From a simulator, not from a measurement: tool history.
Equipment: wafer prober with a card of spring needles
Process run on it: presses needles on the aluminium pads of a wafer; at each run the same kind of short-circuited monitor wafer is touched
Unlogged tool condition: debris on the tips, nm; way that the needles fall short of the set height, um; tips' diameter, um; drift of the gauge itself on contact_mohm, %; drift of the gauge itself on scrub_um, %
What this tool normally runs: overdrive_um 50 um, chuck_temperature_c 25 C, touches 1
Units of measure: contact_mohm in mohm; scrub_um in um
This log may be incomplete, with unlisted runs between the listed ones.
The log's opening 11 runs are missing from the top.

run	day	overdrive_um	chuck_temperature_c	touches	touches since the tips were cleaned	cleanings since the card got new needles	touches since the first contact's height was set	contact_mohm	scrub_um
# day 20.333: tips cleaned on abrasive film
12	21.179	57	25	1	5450	52	45543	256	14.07
# day 21.571: tips cleaned on abrasive film
13	22.571	50	25	1	6412	53	54454	308	12.33
# day 22.721: tips cleaned on abrasive film
# day 23.879: tips cleaned on abrasive film
14	24.279	66	25	1	2584	55	65394	181	16.30
# day 24.988: tips cleaned on abrasive film
# day 26.204: tips cleaned on abrasive film
15	26.300	49	25	1	606	57	78323	168	12.05
# day 27.358: tips cleaned on abrasive film
# day 28.488: tips cleaned on abrasive film
16	28.488	37	25	1	0	59	92329	157	8.86
# day 29.604: tips cleaned on abrasive film
# day 30.812: tips cleaned on abrasive film
17	30.854	37	25	1	279	61	107488	191	8.91
# day 32.033: tips cleaned on abrasive film
18	32.446	35	53	1	2646	62	117677	348	8.47
# day 33.196: tips cleaned on abrasive film
# day 34.425: tips cleaned on abrasive film
19	34.662	46	94	2	1511	64	131879	190	11.13
# day 35.617: tips cleaned on abrasive film
20	36.517	46	94	2	5800	65	143784	258	11.24
# day 36.900: tips cleaned on abrasive film
# day 38.158: tips cleaned on abrasive film
21	38.921	46	94	2	4889	67	159173	245	10.99
# day 39.275: tips cleaned on abrasive film
# day 40.521: tips cleaned on abrasive film
22	41.562	46	94	2	6714	69	176107	269	10.99
# day 41.696: tips cleaned on abrasive film
# day 42.821: tips cleaned on abrasive film
23	42.821	46	94	2	0	71	184143	143	10.87
# day 44.033: tips cleaned on abrasive film
# day 44.500: height of the first contact set anew
24	44.733	50	36	2	4400	72	1485	218	12.64
# day 45.212: tips cleaned on abrasive film
# day 46.346: tips cleaned on abrasive film
25	46.658	31	56	2	2013	74	13812	297	7.75
# day 47.562: tips cleaned on abrasive film
26	48.271	31	56	2	4562	75	24159	380	7.74
# day 48.792: tips cleaned on abrasive film
# day 49.975: tips cleaned on abrasive film
27	50.550	49	25	1	3699	77	38736	277	12.17
# day 51.238: tips cleaned on abrasive film
28	51.950	49	25	1	4579	78	47726	286	12.25
# day 52.404: tips cleaned on abrasive film
# day 53.633: tips cleaned on abrasive film
29	54.092	49	25	1	2939	80	61419	246	12.22
# day 54.921: tips cleaned on abrasive film
# day 56.046: tips cleaned on abrasive film
30	56.342	49	25	1	1908	82	75835	229	12.26

What if the next run were any one of these 5? Each begins from the tool's condition after run 30:
# day 57.350: tips cleaned on abrasive film
# day 58.617: tips cleaned on abrasive film
A	58.921	44	37	2	1977	84	92368	?	?
# day 57.350: tips cleaned on abrasive film
# day 58.617: tips cleaned on abrasive film
B	58.921	50	32	3	1977	84	92368	?	?
# day 57.350: tips cleaned on abrasive film
# day 58.617: tips cleaned on abrasive film
C	58.921	30	25	2	1977	84	92368	?	?
# day 57.350: tips cleaned on abrasive film
# day 58.617: tips cleaned on abrasive film
D	58.921	51	25	2	1977	84	92368	?	?
# day 57.350: tips cleaned on abrasive film
# day 58.617: tips cleaned on abrasive film
E	58.921	30	30	1	1977	84	92368	?	?

run	contact_mohm	scrub_um
A	198	10.89
B	155	12.22
C	289	7.13
D	175	12.59
E	399	7.30
With the hidden condition removed and each run's random variation left untouched, the same runs would have given:
run	contact_mohm	scrub_um
A	121	11.18
B	117	12.50
C	128	7.41
D	116	12.87
E	133	7.58

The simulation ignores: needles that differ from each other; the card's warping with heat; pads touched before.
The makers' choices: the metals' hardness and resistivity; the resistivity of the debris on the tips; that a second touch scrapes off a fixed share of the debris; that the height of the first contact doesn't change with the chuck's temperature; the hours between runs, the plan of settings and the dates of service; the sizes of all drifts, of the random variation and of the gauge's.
